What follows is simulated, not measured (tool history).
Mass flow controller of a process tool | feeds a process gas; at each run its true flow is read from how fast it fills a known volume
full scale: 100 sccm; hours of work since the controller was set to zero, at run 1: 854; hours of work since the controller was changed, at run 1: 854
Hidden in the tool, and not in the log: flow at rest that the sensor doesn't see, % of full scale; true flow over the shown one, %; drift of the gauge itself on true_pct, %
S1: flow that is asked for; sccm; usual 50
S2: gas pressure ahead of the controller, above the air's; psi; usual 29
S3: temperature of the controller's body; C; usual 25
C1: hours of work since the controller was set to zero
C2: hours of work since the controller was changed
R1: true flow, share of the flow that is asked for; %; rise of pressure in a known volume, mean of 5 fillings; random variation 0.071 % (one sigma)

run    hour  S1    S2  S3    C1    C2      R1
  1       0  50    29  25   854   854  100.45
  2    50.5  50    29  25   879   879  100.64
  3     117  50  32.8  25   911   911  100.38
  4   170.1  50  32.8  25   937   937  100.51
  5   218.6  50  32.8  25   960   960   100.4
  6   263.5  80    29  25   982   982  100.66
  7   338.6  62    29  25  1019  1019  100.68
  8   398.9  62    29  25  1048  1048  100.62
  9     464  23    29  25  1080  1080  101.37
 10     532  50    29  25  1113  1113   100.8
 11   590.9  50    29  25  1142  1142  100.76
 12   655.8  50  38.9  25  1173  1173   100.4
 13   689.1  50  38.9  25  1189  1189  100.43
 14   762.2  50  38.9  25  1225  1225  100.52
 15     835  50  38.9  25  1260  1260  100.28
 16     901  50  34.7  25  1292  1292  100.59
 17   969.6  50    29  25  1326  1326  101.02
 18    1010  50  31.9  25  1345  1345   100.9
 19  1050.3  50  31.9  25  1365  1365  100.92
 20    1127  50  31.9  25  1402  1402  100.85
 21  1198.7  50  31.9  25  1437  1437  100.79
 22  1244.5  50  31.9  25  1459  1459  100.84
 23  1293.3  50  31.9  22  1483  1483  100.67
 24  1337.3  50  31.9  22  1505  1505  100.72
 25  1382.4  50  31.9  38  1527  1527  102.23
     1387.3  -- controller's zero set anew
 26  1445.1  50  31.9  38    28  1557  102.66
 27  1513.5  50  31.9  38    61  1590  102.75
 28  1571.2  58  28.7  25    89  1618  101.44
 29  1644.9  58  28.7  25   125  1654  101.48
 30  1705.9  58  28.7  25   155  1684   101.5
 31  1738.9  79  20.6  21   171  1700  101.27
     1789.5  -- controller's zero set anew, once more
 32  1789.5  19  20.9  37     0  1724  101.68
 33  1858.1  19  22.9  37    33  1757  101.66
 34  1912.1  39    29  37    60  1784  101.38
 35  1983.6  39    29  37    94  1819  101.36
 36  2044.4  62  35.8  27   124  1848  100.33
 37  2094.3  61  32.2  32   148  1872   100.9
 38  2152.2  45  34.1  32   176  1901  101.02
 39  2227.3  12    29  39   213  1937   102.1
 40    2302  88  30.5  38   249  1973  101.81
 41  2368.7  88  30.5  38   282  2006   101.9
 42  2437.9  91  25.1  38   315  2039  102.18
 43  2517.3  15  27.6  38   354  2078  102.22
 44  2588.7  27  25.7  23   389  2113  100.48
 45  2626.1  27  25.7  23   407  2131  100.79
 46  2677.9  27  25.7  23   432  2156  100.66
 47  2734.8  16  34.7  36   460  2184  101.92
 48  2799.7  16  34.7  36   491  2215  102.08

Forecast each of these 3 alternatives for the next run:
  A  2846.1  16  34.7  27  514  2238   ?
  B  2846.1  78  25.5  35  514  2238   ?
  C  2846.1  79  34.7  32  514  2238   ?

run      R1
  A  101.09
  B  101.89
  C  101.16
Without the tool's hidden state the same runs would have given:
run      R1
  A   99.47
  B  101.04
  C  100.32
